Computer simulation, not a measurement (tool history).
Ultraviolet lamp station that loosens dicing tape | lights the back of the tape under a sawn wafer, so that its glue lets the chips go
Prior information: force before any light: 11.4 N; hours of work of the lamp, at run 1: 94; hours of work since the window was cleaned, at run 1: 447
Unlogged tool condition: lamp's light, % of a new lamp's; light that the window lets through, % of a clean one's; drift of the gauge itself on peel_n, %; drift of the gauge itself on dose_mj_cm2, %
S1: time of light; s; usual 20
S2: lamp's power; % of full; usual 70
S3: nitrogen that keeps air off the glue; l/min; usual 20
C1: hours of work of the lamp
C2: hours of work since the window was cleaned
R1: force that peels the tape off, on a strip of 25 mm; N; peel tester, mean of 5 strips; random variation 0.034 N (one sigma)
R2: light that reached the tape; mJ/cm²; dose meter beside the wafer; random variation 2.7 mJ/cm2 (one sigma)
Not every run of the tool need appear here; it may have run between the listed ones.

run 1 hour=0.0 | S1=20 S2=70 S3=20 | C1=94 C2=447 | R1=2.000 R2=323
run 2 hour=9.0 | S1=20 S2=70 S3=20 | C1=98 C2=450 | R1=2.050 R2=315
run 3 hour=15.8 | S1=20 S2=70 S3=20 | C1=101 C2=453 | R1=2.004 R2=324
run 4 hour=20.0 | S1=20 S2=70 S3=20 | C1=103 C2=455 | R1=2.055 R2=323
run 5 hour=24.8 | S1=20 S2=70 S3=20 | C1=105 C2=457 | R1=2.060 R2=323
run 6 hour=28.8 | S1=20 S2=70 S3=20 | C1=106 C2=459 | R1=2.003 R2=320
run 7 hour=38.2 | S1=20 S2=70 S3=20 | C1=110 C2=463 | R1=2.048 R2=317
run 8 hour=42.4 | S1=20 S2=70 S3=32 | C1=112 C2=465 | R1=1.554 R2=319
run 9 hour=50.9 | S1=20 S2=70 S3=32 | C1=116 C2=468 | R1=1.562 R2=316
run 10 hour=59.4 | S1=20 S2=70 S3=32 | C1=119 C2=472 | R1=1.487 R2=320
-- hour=60.5 window cleaned of glue's vapour
run 11 hour=68.3 | S1=20 S2=70 S3=32 | C1=123 C2=3 | R1=1.728 R2=302
run 12 hour=72.6 | S1=20 S2=70 S3=32 | C1=125 C2=5 | R1=1.777 R2=296
run 13 hour=80.2 | S1=19 S2=70 S3=20 | C1=128 C2=8 | R1=2.475 R2=291
run 14 hour=86.8 | S1=19 S2=70 S3=20 | C1=131 C2=11 | R1=2.394 R2=281
run 15 hour=92.8 | S1=20 S2=70 S3=20 | C1=133 C2=14 | R1=2.282 R2=299
-- hour=95.5 window cleaned of glue's vapour, once more
run 16 hour=100.5 | S1=20 S2=70 S3=20 | C1=136 C2=2 | R1=1.787 R2=342
run 17 hour=105.0 | S1=32 S2=92 S3=13 | C1=138 C2=4 | R1=0.523 R2=738
run 18 hour=111.5 | S1=36 S2=72 S3=10 | C1=141 C2=7 | R1=0.908 R2=656
run 19 hour=118.6 | S1=12 S2=78 S3=28 | C1=144 C2=10 | R1=2.845 R2=230
run 20 hour=123.2 | S1=12 S2=78 S3=28 | C1=146 C2=12 | R1=2.766 R2=234
run 21 hour=131.4 | S1=32 S2=78 S3=28 | C1=149 C2=15 | R1=0.398 R2=614
run 22 hour=136.9 | S1=15 S2=71 S3=18 | C1=152 C2=17 | R1=2.831 R2=264
run 23 hour=143.7 | S1=15 S2=71 S3=18 | C1=154 C2=20 | R1=2.927 R2=268
run 24 hour=149.7 | S1=20 S2=71 S3=16 | C1=157 C2=23 | R1=2.023 R2=349
run 25 hour=158.0 | S1=20 S2=74 S3=7 | C1=160 C2=26 | R1=3.176 R2=363
run 26 hour=164.1 | S1=27 S2=74 S3=7 | C1=163 C2=29 | R1=2.007 R2=487
run 27 hour=168.8 | S1=10 S2=92 S3=7 | C1=165 C2=31 | R1=5.156 R2=230
run 28 hour=174.6 | S1=10 S2=92 S3=7 | C1=167 C2=33 | R1=4.962 R2=227
run 29 hour=183.5 | S1=25 S2=92 S3=18 | C1=171 C2=37 | R1=0.702 R2=563
run 30 hour=192.2 | S1=25 S2=92 S3=18 | C1=175 C2=41 | R1=0.706 R2=565
run 31 hour=197.3 | S1=25 S2=92 S3=18 | C1=177 C2=43 | R1=0.732 R2=568

Hidden state or all else? Some run-to-run changes of R1, split into what the settings, what came in and random variation would give without the hidden state, and what is left for the hidden state (with any gauge scatter that isn't in both results):
Run 10 -> 11: window cleaned of glue's vapour. R1 +0.241 N: hidden state +0.186, all else +0.055.
Run 15 -> 16: window cleaned of glue's vapour, once more. R1 -0.495 N: hidden state -0.499, all else +0.004.
Run 21 -> 22: S1 32 -> 15, S2 78 -> 71, S3 28 -> 18. R1 +2.433 N: hidden state +0.123, all else +2.310.
Run 26 -> 27: S1 27 -> 10, S2 74 -> 92. R1 +3.149 N: hidden state +0.046, all else +3.103.
Run 28 -> 29: S1 10 -> 25, S3 7 -> 18. R1 -4.260 N: hidden state -0.114, all else -4.146.
